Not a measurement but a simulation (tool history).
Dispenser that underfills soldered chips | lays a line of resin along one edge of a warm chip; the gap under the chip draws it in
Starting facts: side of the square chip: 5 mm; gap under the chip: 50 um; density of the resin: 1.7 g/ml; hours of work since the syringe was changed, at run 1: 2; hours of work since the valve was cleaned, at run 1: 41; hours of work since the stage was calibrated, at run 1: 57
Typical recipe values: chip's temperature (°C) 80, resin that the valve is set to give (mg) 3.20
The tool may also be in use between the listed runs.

run    day  chip's temperature (°C)  resin that the valve is set to give (mg)  hours of work since the syringe was changed  hours of work since the valve was cleaned  hours of work since the stage was calibrated  time until the resin shows at the far edge (s)  resin that the valve gave (mg)
  1  0.000                       80                                      3.20                                            2                                         41                                            57                                            31.5                           3.133
  2  0.092                       80                                      3.20                                            4                                         42                                            58                                            34.5                           3.125
  3  0.254                       80                                      3.20                                            6                                         44                                            61                                            40.4                           3.127
  4  0.392                       80                                      3.20                                            8                                         46                                            63                                            44.8                           3.133
     0.412  -- new syringe of resin
  5  0.512                       80                                      3.20                                            1                                         48                                            64                                            30.4                           3.121
  6  0.596                       80                                      3.20                                            3                                         49                                            66                                            32.5                           3.109
  7  0.762                       80                                      3.20                                            5                                         52                                            68                                            38.6                           3.111
  8  0.858                       80                                      3.76                                            7                                         53                                            69                                            40.7                           3.651
  9  0.950                       80                                      3.76                                            8                                         55                                            71                                            44.0                           3.639
     0.975  -- new syringe of resin
 10  1.067                       80                                      3.76                                            1                                         56                                            72                                            29.4                           3.649
 11  1.242                       80                                      3.76                                            4                                         59                                            75                                            34.2                           3.650
 12  1.362                       80                                      3.20                                            6                                         61                                            77                                            38.1                           3.105
 13  1.458                       80                                      4.20                                            7                                         62                                            78                                            42.1                           4.056
     1.538  -- new syringe of resin
 14  1.638                       80                                      4.20                                            1                                         64                                            81                                            30.0                           4.039
 15  1.800                       80                                      4.20                                            4                                         67                                            83                                            34.5                           4.051
 16  1.967                       80                                      4.20                                            6                                         69                                            85                                            39.3                           4.039
 17  2.067                       80                                      4.20                                            8                                         71                                            87                                            44.2                           4.028
     2.100  -- new syringe of resin
 18  2.221                       80                                      4.20                                            2                                         73                                            89                                            30.8                           4.028
 19  2.333                       80                                      4.20                                            3                                         75                                            91                                            33.2                           4.035
 20  2.517                       95                                      3.15                                            6                                         77                                            93                                            27.2                           3.020
     2.667  -- new syringe of resin
 21  2.667                       95                                      3.15                                            0                                         79                                            95                                            18.3                           3.002
 22  2.783                       95                                      3.15                                            2                                         81                                            97                                            19.7                           3.028
 23  2.958                       95                                      3.15                                            4                                         84                                           100                                            23.4                           2.998
 24  3.117                       90                                      3.15                                            7                                         86                                           102                                            31.5                           2.988
 25  3.192                       81                                      2.74                                            8                                         87                                           103                                            45.1                           2.617
     3.229  -- new syringe of resin
 26  3.346                       81                                      2.74                                            2                                         89                                           105                                            31.5                           2.607
 27  3.521                       90                                      3.77                                            4                                         92                                           108                                            27.4                           3.576
     3.671  -- dispensing valve cleaned and set on the balance
 28  3.675                       90                                      3.77                                            6                                          0                                           110                                            29.2                           3.758
     3.829  -- new syringe of resin
 29  3.842                       93                                      2.99                                            0                                          2                                           112                                            19.8                           2.984

For run 30, what comes out?
 30  3.975                       75                                      4.13                                            2                                          4                                           114                                               ?                               ?

For run 30 the tool returned time until the resin shows at the far edge (s) 35.6, resin that the valve gave (mg) 4.123.
Without the tool's hidden state the same run would have given time until the resin shows at the far edge (s) 30.7, resin that the valve gave (mg) 4.134.

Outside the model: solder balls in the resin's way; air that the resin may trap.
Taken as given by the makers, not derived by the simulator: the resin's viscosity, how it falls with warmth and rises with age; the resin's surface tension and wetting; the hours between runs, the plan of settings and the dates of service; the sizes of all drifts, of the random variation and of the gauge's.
